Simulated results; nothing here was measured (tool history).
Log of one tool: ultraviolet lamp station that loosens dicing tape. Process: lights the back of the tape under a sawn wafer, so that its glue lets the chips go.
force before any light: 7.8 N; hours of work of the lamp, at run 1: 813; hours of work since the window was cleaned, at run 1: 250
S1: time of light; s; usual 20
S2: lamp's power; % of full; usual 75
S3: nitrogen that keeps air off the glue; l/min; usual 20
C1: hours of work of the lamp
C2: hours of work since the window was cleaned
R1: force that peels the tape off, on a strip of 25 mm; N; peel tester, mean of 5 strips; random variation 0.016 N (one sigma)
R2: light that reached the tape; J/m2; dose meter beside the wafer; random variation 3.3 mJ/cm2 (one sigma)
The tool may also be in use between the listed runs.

{"run": 1, "hour": 0.0, "S1": 20, "S2": 75, "S3": 20, "C1": 813, "C2": 250, "R1": 1.442, "R2": 3810}
{"run": 2, "hour": 55.6, "S1": 20, "S2": 75, "S3": 20, "C1": 853, "C2": 289, "R1": 1.445, "R2": 3690}
{"run": 3, "hour": 100.1, "S1": 20, "S2": 75, "S3": 20, "C1": 885, "C2": 321, "R1": 1.413, "R2": 3660}
{"run": 4, "hour": 137.1, "S1": 20, "S2": 75, "S3": 20, "C1": 911, "C2": 348, "R1": 1.413, "R2": 3640}
{"run": 5, "hour": 178.5, "S1": 12, "S2": 75, "S3": 20, "C1": 941, "C2": 377, "R1": 3.031, "R2": 2120}
{"hour": 246.3, "done": "window cleaned of glue's vapour"}
{"run": 6, "hour": 246.3, "S1": 12, "S2": 75, "S3": 20, "C1": 989, "C2": 0, "R1": 2.905, "R2": 2200}
{"run": 7, "hour": 290.9, "S1": 12, "S2": 75, "S3": 20, "C1": 1021, "C2": 32, "R1": 2.818, "R2": 2160}
{"run": 8, "hour": 345.9, "S1": 20, "S2": 75, "S3": 20, "C1": 1060, "C2": 71, "R1": 1.517, "R2": 3550}
{"run": 9, "hour": 423.3, "S1": 20, "S2": 75, "S3": 20, "C1": 1115, "C2": 126, "R1": 1.614, "R2": 3460}
{"hour": 464.2, "done": "lamp changed"}
{"run": 10, "hour": 474.5, "S1": 20, "S2": 77, "S3": 6, "C1": 7, "C2": 162, "R1": 1.87, "R2": 4970}
{"run": 11, "hour": 534.0, "S1": 20, "S2": 75, "S3": 9, "C1": 50, "C2": 205, "R1": 1.629, "R2": 4740}
{"run": 12, "hour": 607.9, "S1": 10, "S2": 75, "S3": 38, "C1": 103, "C2": 258, "R1": 2.17, "R2": 2350}
{"run": 13, "hour": 670.1, "S1": 20, "S2": 75, "S3": 9, "C1": 147, "C2": 302, "R1": 1.714, "R2": 4620}
{"run": 14, "hour": 715.5, "S1": 20, "S2": 75, "S3": 9, "C1": 179, "C2": 334, "R1": 1.775, "R2": 4510}
{"run": 15, "hour": 763.2, "S1": 25, "S2": 64, "S3": 6, "C1": 214, "C2": 369, "R1": 2.023, "R2": 4740}
{"hour": 841.2, "done": "window cleaned of glue's vapour"}
{"run": 16, "hour": 852.8, "S1": 25, "S2": 64, "S3": 6, "C1": 277, "C2": 8, "R1": 1.959, "R2": 4990}

Forecast each of these 3 alternatives for the next run:
{"run": "A", "hour": 930.8, "S1": 20, "S2": 94, "S3": 20, "C1": 333, "C2": 64, "R1": "?", "R2": "?"}
{"run": "B", "hour": 930.8, "S1": 38, "S2": 75, "S3": 10, "C1": 333, "C2": 64, "R1": "?", "R2": "?"}
{"run": "C", "hour": 930.8, "S1": 24, "S2": 75, "S3": 20, "C1": 333, "C2": 64, "R1": "?", "R2": "?"}

run=A R1=0.620 R2=5750
run=B R1=0.459 R2=8640
run=C R1=0.656 R2=5560
Without the tool's hidden state the same runs would have given:
run=A R1=0.459 R2=6510
run=B R1=0.334 R2=9790
run=C R1=0.487 R2=6300

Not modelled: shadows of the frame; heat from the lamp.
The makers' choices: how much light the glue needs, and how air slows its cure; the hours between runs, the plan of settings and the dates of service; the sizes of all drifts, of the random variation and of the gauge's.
